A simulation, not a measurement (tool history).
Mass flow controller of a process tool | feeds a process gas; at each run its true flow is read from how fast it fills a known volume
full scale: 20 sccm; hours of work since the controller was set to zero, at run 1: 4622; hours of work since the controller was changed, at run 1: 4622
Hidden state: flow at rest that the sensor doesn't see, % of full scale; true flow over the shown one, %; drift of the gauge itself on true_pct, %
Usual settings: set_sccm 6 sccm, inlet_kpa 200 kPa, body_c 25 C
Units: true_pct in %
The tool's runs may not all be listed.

| run | hour | set_sccm | inlet_kpa | body_c | hours of work since the controller was set to zero | hours of work since the controller was changed | true_pct |
|---|---|---|---|---|---|---|---|
| 1 | 0 | 6 | 200 | 25 | 4622 | 4622 | 99.11 |
| 2 | 168.9 | 6 | 200 | 25 | 4709 | 4709 | 99.23 |
| 3 | 321.7 | 4 | 200 | 25 | 4789 | 4789 | 99.02 |
| 4 | 536.4 | 6 | 200 | 25 | 4901 | 4901 | 99.26 |
| 5 | 752.3 | 6 | 200 | 25 | 5013 | 5013 | 99.13 |
| 6 | 977 | 6 | 200 | 25 | 5130 | 5130 | 99.27 |
| 7 | 1195.1 | 6 | 200 | 25 | 5244 | 5244 | 99.11 |
| 8 | 1374.6 | 6 | 200 | 25 | 5337 | 5337 | 99.2 |
| 9 | 1588.5 | 2 | 157 | 30 | 5448 | 5448 | 99.36 |
| 10 | 1714.4 | 6 | 167 | 40 | 5514 | 5514 | 100.15 |
| 11 | 1836.3 | 2 | 223 | 25 | 5577 | 5577 | 98.81 |
| 12 | 2065.3 | 4 | 155 | 25 | 5697 | 5697 | 99.2 |
| 13 | 2325.4 | 6 | 177 | 33 | 5832 | 5832 | 99.75 |
| 14 | 2508.2 | 6 | 244 | 33 | 5927 | 5927 | 99.58 |
| 15 | 2755.3 | 6 | 178 | 33 | 6056 | 6056 | 99.78 |
|  | 2938 | controller's zero set anew |
| 16 | 3007.7 | 6 | 246 | 24 | 36 | 6187 | 99.06 |

How the hidden state differs across the entries between the runs, from the last listed run before each to the first after it:
Between runs 15 and 16: controller's zero set anew (hour 2938)
  flow at rest that the sensor doesn't see, % of full scale: -0.002 -> 0

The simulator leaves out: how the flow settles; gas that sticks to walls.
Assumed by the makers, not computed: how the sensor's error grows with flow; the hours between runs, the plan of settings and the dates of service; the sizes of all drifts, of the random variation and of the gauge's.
